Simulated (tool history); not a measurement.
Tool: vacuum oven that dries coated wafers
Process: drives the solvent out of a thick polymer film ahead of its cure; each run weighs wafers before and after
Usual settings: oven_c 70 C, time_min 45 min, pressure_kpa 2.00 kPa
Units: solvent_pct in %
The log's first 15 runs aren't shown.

run,hour,oven_c,time_min,pressure_kpa,solvent_pct
16,933.3,67,45,2.00,6.58
17,1006.2,70,74,2.00,4.66
18,1067.0,70,74,2.00,4.67
19,1134.9,70,74,2.00,4.87
20,1184.1,70,74,2.00,4.74
21,1258.3,70,74,2.00,4.72
22,1336.0,70,45,1.83,5.61
23,1390.5,70,45,1.83,5.65
24,1473.7,70,35,1.83,6.31
25,1516.5,84,62,3.77,4.22
26,1597.2,70,53,7.10,13.43
27,1653.9,69,53,7.10,13.22
28,1697.8,80,22,4.58,7.85
29,1750.6,80,22,4.58,7.58
30,1821.8,80,30,1.42,3.66
31,1900.6,70,24,2.00,7.86
32,1958.5,70,24,2.00,7.74
33,2022.4,70,24,2.00,7.84
34,2085.3,73,49,2.00,5.16
35,2156.8,72,26,1.79,7.00
36,2219.9,72,26,2.37,7.51

Forecast run 37:
37,2259.5,72,26,2.37,?

{"run 37": {"solvent_pct": 7.66}}
Without the tool's hidden state the same run would have given solvent_pct 6.81 %.
